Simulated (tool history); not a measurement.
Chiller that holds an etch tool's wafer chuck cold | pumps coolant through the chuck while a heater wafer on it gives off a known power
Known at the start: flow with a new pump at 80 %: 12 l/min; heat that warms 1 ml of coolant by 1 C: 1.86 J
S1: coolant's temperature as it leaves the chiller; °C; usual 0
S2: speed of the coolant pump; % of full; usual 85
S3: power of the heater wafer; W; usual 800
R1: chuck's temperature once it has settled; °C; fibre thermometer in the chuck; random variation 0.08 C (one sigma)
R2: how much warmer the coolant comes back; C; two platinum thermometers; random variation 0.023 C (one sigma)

Run 1, hour 0: usual settings. Result: R1 5.81 °C, R2 2 C.
Run 2, hour 24: usual settings. Result: R1 5.78 °C, R2 2.04 C.
Run 3, hour 56.1: usual settings. Result: R1 5.54 °C, R2 1.98 C.
Run 4, hour 85.1: usual settings. Result: R1 5.66 °C, R2 2 C.
Run 5, hour 102.8: usual settings. Result: R1 5.79 °C, R2 2.03 C.
Run 6, hour 128.9: usual settings but S2 95 % of full. Result: R1 5.41 °C, R2 1.82 C.
Run 7, hour 145.5: usual settings. Result: R1 5.75 °C, R2 2.04 C.
Run 8, hour 181.1: usual settings. Result: R1 5.95 °C, R2 2.01 C.
Run 9, hour 217.3: usual settings but S2 91 % of full. Result: R1 5.59 °C, R2 1.89 C.
Run 10, hour 245.4: usual settings but S2 91 % of full. Result: R1 5.69 °C, R2 1.88 C.
Run 11, hour 277.4: usual settings but S2 91 % of full. Result: R1 5.53 °C, R2 1.91 C.
Run 12, hour 307.6: usual settings but S2 91 % of full. Result: R1 5.83 °C, R2 1.86 C.
Run 13, hour 335.8: usual settings but S1 -9 °C. Result: R1 -3.09 °C, R2 2.03 C.
Run 14, hour 355.6: usual settings but S1 -9 °C. Result: R1 -3.02 °C, R2 2.01 C.
Run 15, hour 382.9: usual settings but S1 -9 °C. Result: R1 -3.09 °C, R2 1.99 C.
Run 16, hour 417.2: usual settings but S1 -5 °C, S2 81 % of full, S3 638 W. Result: R1 -0.15 °C, R2 1.72 C.
Run 17, hour 454: usual settings but S1 6 °C, S2 72 % of full, S3 516 W. Result: R1 10.33 °C, R2 1.54 C.
Run 18, hour 470.5: usual settings but S1 -5 °C, S2 65 % of full, S3 743 W. Result: R1 1.56 °C, R2 2.49 C.
Run 19, hour 502.3: usual settings but S1 -5 °C, S3 594 W. Result: R1 -0.34 °C, R2 1.5 C.
Run 20, hour 539.4: usual settings but S1 -1 °C, S2 95 % of full, S3 420 W. Result: R1 2.28 °C, R2 0.95 C.
Run 21, hour 556.8: usual settings but S1 -2 °C, S2 90 % of full, S3 457 W. Result: R1 1.39 °C, R2 1.1 C.
Run 22, hour 588.5: usual settings but S2 83 % of full, S3 1045 W. Result: R1 7.89 °C, R2 2.7 C.
Run 23, hour 608.5: usual settings but S1 -7 °C, S3 812 W. Result: R1 -0.79 °C, R2 2.03 C.

Forecast each of these 3 alternatives for the next run:
Run A, hour 633.3: usual settings but S3 690 W. Result: R1 ?, R2 ?.
Run B, hour 633.3: usual settings but S1 -7 °C, S2 91 % of full, S3 587 W. Result: R1 ?, R2 ?.
Run C, hour 633.3: usual settings but S1 -6 °C, S2 89 % of full, S3 608 W. Result: R1 ?, R2 ?.

run    R1    R2
  A  5.33  1.72
  B  -2.6  1.39
  C  -1.2  1.47
Without the tool's hidden state the same runs would have given:
run     R1    R2
  A   4.88  1.72
  B  -3.04  1.39
  C  -1.64  1.47
